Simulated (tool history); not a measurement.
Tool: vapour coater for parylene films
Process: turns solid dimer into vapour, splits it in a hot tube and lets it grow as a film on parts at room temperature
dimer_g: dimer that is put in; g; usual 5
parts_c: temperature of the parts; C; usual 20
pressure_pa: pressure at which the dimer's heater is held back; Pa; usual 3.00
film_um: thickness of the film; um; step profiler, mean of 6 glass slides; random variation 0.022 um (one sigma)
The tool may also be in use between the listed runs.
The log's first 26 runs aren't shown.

| run | day | dimer_g | parts_c | pressure_pa | hours of work since the trap's valve was overhauled | hours of work since the table's thermometer was calibrated | film_um |
|---|---|---|---|---|---|---|---|
| 27 | 11.196 | 5 | 20 | 4.06 | 280 | 543 | 1.08 |
| 28 | 11.583 | 5 | 20 | 4.06 | 286 | 549 | 1.08 |
| 29 | 12.067 | 5 | 20 | 4.06 | 293 | 556 | 1.09 |
| 30 | 12.675 | 5 | 12 | 4.06 | 303 | 566 | 1.55 |
| 31 | 13.225 | 5 | 12 | 4.06 | 311 | 574 | 1.56 |
| 32 | 13.850 | 3 | 20 | 2.54 | 321 | 584 | 0.72 |
| 33 | 14.229 | 3 | 20 | 2.54 | 327 | 589 | 0.69 |
|  | 14.433 | trap's valve overhauled |
| 34 | 14.733 | 8 | 21 | 6.81 | 5 | 595 | 1.67 |
| 35 | 15.183 | 6 | 29 | 9.39 | 11 | 602 | 0.82 |
| 36 | 15.746 | 4 | 17 | 4.54 | 20 | 610 | 1.04 |
| 37 | 16.250 | 4 | 17 | 4.54 | 28 | 618 | 1.08 |
| 38 | 16.662 | 4 | 20 | 2.13 | 34 | 624 | 1.11 |
| 39 | 16.925 | 4 | 20 | 2.13 | 38 | 628 | 1.01 |
| 40 | 17.525 | 4 | 20 | 2.13 | 47 | 638 | 1.10 |

Forecast each of these 3 alternatives for the next run:
| A | 17.779 | 3 | 20 | 2.13 | 51 | 641 | ? |
| B | 17.779 | 5 | 25 | 2.13 | 51 | 641 | ? |
| C | 17.779 | 3 | 20 | 3.77 | 51 | 641 | ? |

| run | film_um |
|---|---|
| A | 0.80 |
| B | 1.07 |
| C | 0.69 |
Without the tool's hidden state the same runs would have given:
| run | film_um |
|---|---|
| A | 0.81 |
| B | 1.09 |
| C | 0.70 |
